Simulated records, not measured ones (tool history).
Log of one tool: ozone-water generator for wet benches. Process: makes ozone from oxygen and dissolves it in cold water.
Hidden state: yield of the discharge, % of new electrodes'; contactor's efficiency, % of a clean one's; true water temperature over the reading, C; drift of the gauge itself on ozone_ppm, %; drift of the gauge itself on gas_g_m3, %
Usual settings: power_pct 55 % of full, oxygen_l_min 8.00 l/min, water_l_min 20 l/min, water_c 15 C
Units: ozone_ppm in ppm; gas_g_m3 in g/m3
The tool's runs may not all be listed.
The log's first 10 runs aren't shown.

run,hour,power_pct,oxygen_l_min,water_l_min,water_c,hours of work since the electrodes were changed,hours of work since the contactor was cleaned,hours of work since the thermometer was calibrated,ozone_ppm,gas_g_m3
11,437.3,55,8.00,20,15,967,488,1842,26.7,198.8
12,479.0,51,8.00,20,15,993,514,1868,25.8,192.3
13,523.0,51,8.00,20,15,1020,541,1895,25.8,192.3
14,586.7,55,8.00,20,15,1060,581,1935,26.6,198.3
15,640.9,55,8.00,20,15,1093,615,1968,26.4,198.6
16,674.7,55,8.00,20,15,1114,636,1989,26.5,200.0
17,703.6,55,8.00,20,15,1132,654,2007,27.0,199.4
18,735.1,65,7.83,16,18,1152,673,2027,31.7,220.7
19,798.1,55,8.00,20,11,1191,712,2066,28.2,198.2
20,856.4,55,8.00,20,11,1227,748,2102,28.2,200.3
21,922.1,55,8.00,20,11,1268,789,2143,28.1,197.7
22,969.6,55,8.00,20,11,1297,819,2172,28.0,198.1
23,1003.6,55,5.94,15,7,1318,840,2193,38.2,242.3
24,1035.2,55,5.94,15,7,1338,859,2213,38.1,245.2
25,1071.4,55,5.94,15,7,1360,882,2236,38.4,243.6
26,1120.7,55,5.94,15,7,1391,912,2266,38.3,244.4
27,1158.6,55,5.94,15,7,1415,936,2290,38.0,245.0
28,1209.2,55,6.51,15,7,1446,967,2321,37.6,225.2
29,1262.9,55,8.00,21,15,1479,1001,2354,25.4,197.6
30,1307.5,55,8.00,21,15,1507,1028,2382,25.5,198.0
31,1353.4,50,12.07,24,21,1535,1057,2411,18.2,140.7
32,1407.0,96,4.57,20,14,1569,1090,2444,38.7,391.1
33,1450.2,96,7.86,13,8,1596,1117,2471,51.4,268.4

4 ways to go on from here, each from the tool as it stands after run 33. What would each give?
A,1517.0,53,6.62,19,15,1637,1158,2512,?,?
B,1517.0,96,7.86,13,20,1637,1158,2512,?,?
C,1517.0,96,7.86,13,13,1637,1158,2512,?,?
D,1517.0,95,7.86,17,8,1637,1158,2512,?,?

run,ozone_ppm,gas_g_m3
A,28.0,219.2
B,40.6,266.5
C,47.1,268.4
D,44.0,266.5
Without the tool's hidden state the same runs would have given:
run,ozone_ppm,gas_g_m3
A,29.2,225.5
B,42.8,277.1
C,49.7,279.0
D,46.5,277.0
